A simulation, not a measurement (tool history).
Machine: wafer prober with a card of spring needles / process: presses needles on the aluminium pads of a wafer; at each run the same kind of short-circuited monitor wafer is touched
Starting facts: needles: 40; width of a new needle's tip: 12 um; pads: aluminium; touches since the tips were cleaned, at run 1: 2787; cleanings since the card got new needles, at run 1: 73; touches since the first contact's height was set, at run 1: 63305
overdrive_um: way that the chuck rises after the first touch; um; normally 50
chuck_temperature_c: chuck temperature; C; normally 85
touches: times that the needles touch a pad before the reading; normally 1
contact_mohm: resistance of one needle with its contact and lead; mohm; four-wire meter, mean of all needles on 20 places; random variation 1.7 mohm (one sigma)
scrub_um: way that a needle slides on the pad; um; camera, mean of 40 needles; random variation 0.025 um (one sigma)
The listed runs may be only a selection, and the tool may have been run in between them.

| run | hour | overdrive_um | chuck_temperature_c | touches | touches since the tips were cleaned | cleanings since the card got new needles | touches since the first contact's height was set | contact_mohm | scrub_um |
|---|---|---|---|---|---|---|---|---|---|
| 1 | 0.0 | 50 | 85 | 1 | 2787 | 73 | 63305 | 232 | 7.58 |
|  | 6.3 | tips cleaned on abrasive film |
|  | 21.8 | tips cleaned on abrasive film |
|  | 36.8 | tips cleaned on abrasive film |
| 2 | 45.8 | 50 | 31 | 1 | 3430 | 76 | 80711 | 230 | 7.57 |
|  | 51.8 | tips cleaned on abrasive film |
|  | 67.5 | tips cleaned on abrasive film |
|  | 82.9 | tips cleaned on abrasive film |
|  | 98.3 | tips cleaned on abrasive film |
| 3 | 98.9 | 50 | 66 | 1 | 210 | 80 | 100867 | 187 | 7.54 |
|  | 111.9 | tips cleaned on abrasive film |
|  | 128.1 | tips cleaned on abrasive film |
| 4 | 132.9 | 50 | 66 | 1 | 1837 | 82 | 113804 | 226 | 7.47 |
|  | 142.3 | tips cleaned on abrasive film |
|  | 158.4 | tips cleaned on abrasive film |
|  | 158.7 | height of the first contact set anew |
|  | 174.5 | tips cleaned on abrasive film |
| 5 | 187.3 | 50 | 42 | 1 | 4921 | 85 | 10929 | 238 | 7.28 |
|  | 190.2 | tips cleaned on abrasive film |
|  | 205.3 | tips cleaned on abrasive film |
|  | 221.4 | tips cleaned on abrasive film |
|  | 237.5 | tips cleaned on abrasive film |
| 6 | 239.3 | 50 | 85 | 1 | 701 | 89 | 30656 | 199 | 7.24 |
|  | 252.1 | tips cleaned on abrasive film |
|  | 267.2 | tips cleaned on abrasive film |
|  | 280.2 | tips cleaned on abrasive film |
| 7 | 284.8 | 50 | 65 | 1 | 1762 | 92 | 47956 | 226 | 7.22 |
|  | 294.0 | tips cleaned on abrasive film |
|  | 307.0 | tips cleaned on abrasive film |
|  | 321.7 | tips cleaned on abrasive film |
| 8 | 321.7 | 50 | 65 | 1 | 0 | 95 | 61966 | 180 | 7.19 |
|  | 337.8 | tips cleaned on abrasive film |
|  | 353.3 | tips cleaned on abrasive film |
| 9 | 353.4 | 42 | 35 | 1 | 36 | 97 | 73999 | 178 | 5.94 |
|  | 367.8 | tips cleaned on abrasive film |
|  | 383.8 | tips cleaned on abrasive film |
|  | 400.1 | tips cleaned on abrasive film |
| 10 | 405.9 | 34 | 101 | 1 | 2232 | 100 | 93968 | 309 | 4.66 |
|  | 415.7 | tips cleaned on abrasive film |
|  | 431.1 | tips cleaned on abrasive film |
| 11 | 434.6 | 34 | 85 | 1 | 1343 | 102 | 104882 | 280 | 4.64 |
|  | 447.1 | tips cleaned on abrasive film |
|  | 462.9 | tips cleaned on abrasive film |
|  | 472.9 | height of the first contact set anew, once more |
|  | 476.5 | tips cleaned on abrasive film |
| 12 | 476.5 | 43 | 58 | 1 | 0 | 105 | 1355 | 183 | 6.65 |
|  | 492.3 | tips cleaned on abrasive film |
|  | 505.4 | tips cleaned on abrasive film |
|  | 518.4 | tips cleaned on abrasive film |
|  | 532.2 | tips cleaned on abrasive film |
| 13 | 532.2 | 50 | 37 | 1 | 0 | 109 | 22494 | 173 | 7.64 |
|  | 547.7 | tips cleaned on abrasive film |
|  | 563.9 | tips cleaned on abrasive film |
|  | 577.9 | tips cleaned on abrasive film |
| 14 | 577.9 | 65 | 85 | 1 | 0 | 112 | 39883 | 176 | 9.93 |

Alternative continuations, all from the tool just after run 14; predict every row:
|  | 591.0 | tips cleaned on abrasive film |
|  | 606.7 | tips cleaned on abrasive film |
|  | 621.8 | tips cleaned on abrasive film |
|  | 636.9 | tips cleaned on abrasive film |
| A | 636.9 | 46 | 85 | 2 | 0 | 116 | 62293 | ? | ? |
|  | 591.0 | tips cleaned on abrasive film |
|  | 606.7 | tips cleaned on abrasive film |
|  | 621.8 | tips cleaned on abrasive film |
|  | 636.9 | tips cleaned on abrasive film |
| B | 636.9 | 50 | 85 | 2 | 0 | 116 | 62293 | ? | ? |
|  | 591.0 | tips cleaned on abrasive film |
|  | 606.7 | tips cleaned on abrasive film |
|  | 621.8 | tips cleaned on abrasive film |
|  | 636.9 | tips cleaned on abrasive film |
| C | 636.9 | 66 | 37 | 2 | 0 | 116 | 62293 | ? | ? |
|  | 591.0 | tips cleaned on abrasive film |
|  | 606.7 | tips cleaned on abrasive film |
|  | 621.8 | tips cleaned on abrasive film |
|  | 636.9 | tips cleaned on abrasive film |
| D | 636.9 | 64 | 67 | 1 | 0 | 116 | 62293 | ? | ? |

| run | contact_mohm | scrub_um |
|---|---|---|
| A | 182 | 6.98 |
| B | 181 | 7.59 |
| C | 168 | 10.04 |
| D | 177 | 9.75 |
With no hidden state in the tool, these same runs would have given:
| run | contact_mohm | scrub_um |
|---|---|---|
| A | 175 | 7.14 |
| B | 174 | 7.75 |
| C | 165 | 10.20 |
| D | 173 | 9.91 |
